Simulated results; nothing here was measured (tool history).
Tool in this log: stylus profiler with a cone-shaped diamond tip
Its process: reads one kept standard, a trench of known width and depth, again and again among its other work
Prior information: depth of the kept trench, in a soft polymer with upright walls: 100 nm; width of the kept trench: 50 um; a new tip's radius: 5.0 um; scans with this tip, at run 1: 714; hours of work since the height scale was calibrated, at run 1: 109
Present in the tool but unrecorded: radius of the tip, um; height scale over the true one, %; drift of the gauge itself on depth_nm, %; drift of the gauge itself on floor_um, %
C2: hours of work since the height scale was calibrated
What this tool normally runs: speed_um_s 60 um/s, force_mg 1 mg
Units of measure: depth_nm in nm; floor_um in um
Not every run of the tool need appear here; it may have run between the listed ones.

run 1 hour=0 | speed_um_s=60 force_mg=1 | scans_with_this_tip=714 C2=109 | depth_nm=100.62 floor_um=47.75
run 2 hour=29 | speed_um_s=60 force_mg=1 | scans_with_this_tip=808 C2=123 | depth_nm=100.56 floor_um=47.73
run 3 hour=57 | speed_um_s=60 force_mg=1 | scans_with_this_tip=899 C2=137 | depth_nm=100.58 floor_um=47.75
run 4 hour=72.5 | speed_um_s=60 force_mg=1 | scans_with_this_tip=950 C2=145 | depth_nm=100.54 floor_um=47.73
run 5 hour=107 | speed_um_s=60 force_mg=1 | scans_with_this_tip=1061 C2=162 | depth_nm=100.59 floor_um=47.69
run 6 hour=141 | speed_um_s=60 force_mg=1 | scans_with_this_tip=1172 C2=178 | depth_nm=100.56 floor_um=47.73
run 7 hour=176.6 | speed_um_s=60 force_mg=1 | scans_with_this_tip=1287 C2=196 | depth_nm=100.53 floor_um=47.72
run 8 hour=202.2 | speed_um_s=238 force_mg=0.54 | scans_with_this_tip=1370 C2=209 | depth_nm=100.33 floor_um=46.46
run 9 hour=220.9 | speed_um_s=27 force_mg=1 | scans_with_this_tip=1431 C2=218 | depth_nm=100.52 floor_um=47.86
run 10 hour=248.7 | speed_um_s=55 force_mg=0.44 | scans_with_this_tip=1521 C2=232 | depth_nm=100.29 floor_um=47.6
run 11 hour=285.1 | speed_um_s=59 force_mg=2.77 | scans_with_this_tip=1639 C2=250 | depth_nm=101.12 floor_um=47.81
run 12 hour=307.4 | speed_um_s=49 force_mg=0.72 | scans_with_this_tip=1711 C2=261 | depth_nm=100.41 floor_um=47.71
run 13 hour=325 | speed_um_s=49 force_mg=0.72 | scans_with_this_tip=1768 C2=269 | depth_nm=100.44 floor_um=47.67

Forecast each of these 5 alternatives for the next run:
run A hour=341.5 | speed_um_s=70 force_mg=2.13 | scans_with_this_tip=1822 C2=277 | depth_nm=? floor_um=?
run B hour=341.5 | speed_um_s=17 force_mg=2.07 | scans_with_this_tip=1822 C2=277 | depth_nm=? floor_um=?
run C hour=341.5 | speed_um_s=87 force_mg=0.35 | scans_with_this_tip=1822 C2=277 | depth_nm=? floor_um=?
run D hour=341.5 | speed_um_s=79 force_mg=1 | scans_with_this_tip=1822 C2=277 | depth_nm=? floor_um=?
run E hour=341.5 | speed_um_s=60 force_mg=1.55 | scans_with_this_tip=1822 C2=277 | depth_nm=? floor_um=?

run=A depth_nm=100.89 floor_um=47.73
run=B depth_nm=100.89 floor_um=47.85
run=C depth_nm=100.26 floor_um=47.25
run=D depth_nm=100.5 floor_um=47.6
run=E depth_nm=100.76 floor_um=47.76
Had the tool no hidden state, the same runs would have come out as:
run=A depth_nm=100.98 floor_um=47.79
run=B depth_nm=100.97 floor_um=47.9
run=C depth_nm=100.34 floor_um=47.3
run=D depth_nm=100.58 floor_um=47.66
run=E depth_nm=100.85 floor_um=47.81

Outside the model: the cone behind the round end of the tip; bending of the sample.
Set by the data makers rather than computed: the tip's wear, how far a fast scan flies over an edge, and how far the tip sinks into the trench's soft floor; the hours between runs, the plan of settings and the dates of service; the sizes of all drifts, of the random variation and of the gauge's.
